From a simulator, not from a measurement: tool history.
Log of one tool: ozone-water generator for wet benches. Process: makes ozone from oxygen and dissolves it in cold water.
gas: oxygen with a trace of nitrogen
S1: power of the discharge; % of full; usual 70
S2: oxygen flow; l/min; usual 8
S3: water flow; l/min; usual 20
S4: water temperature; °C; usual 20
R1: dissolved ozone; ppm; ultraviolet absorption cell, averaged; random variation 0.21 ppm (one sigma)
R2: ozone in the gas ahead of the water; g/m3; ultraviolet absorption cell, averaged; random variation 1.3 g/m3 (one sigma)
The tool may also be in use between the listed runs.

Run 1, day 0.000: usual settings. Result: R1 27.8 ppm, R2 230.0 g/m3.
Run 2, day 1.512: usual settings. Result: R1 27.6 ppm, R2 231.4 g/m3.
Run 3, day 2.508: usual settings. Result: R1 27.7 ppm, R2 229.6 g/m3.
Run 4, day 3.821: usual settings. Result: R1 27.6 ppm, R2 229.5 g/m3.
Run 5, day 5.442: usual settings. Result: R1 27.7 ppm, R2 230.7 g/m3.
Run 6, day 6.612: usual settings. Result: R1 27.9 ppm, R2 232.2 g/m3.
Run 7, day 8.096: usual settings. Result: R1 28.0 ppm, R2 228.8 g/m3.
Run 8, day 9.908: usual settings. Result: R1 27.9 ppm, R2 229.9 g/m3.
Run 9, day 10.958: usual settings. Result: R1 27.9 ppm, R2 228.1 g/m3.

Forecast run 10:
Run 10, day 11.867: usual settings but S1 84 % of full, S4 23 °C. Result: R1 ?, R2 ?.

{"run 10": {"R1": 30.1, "R2": 265.3}}
Without the tool's hidden state the same run would have given R1 32.6 ppm, R2 270.3 g/m3.

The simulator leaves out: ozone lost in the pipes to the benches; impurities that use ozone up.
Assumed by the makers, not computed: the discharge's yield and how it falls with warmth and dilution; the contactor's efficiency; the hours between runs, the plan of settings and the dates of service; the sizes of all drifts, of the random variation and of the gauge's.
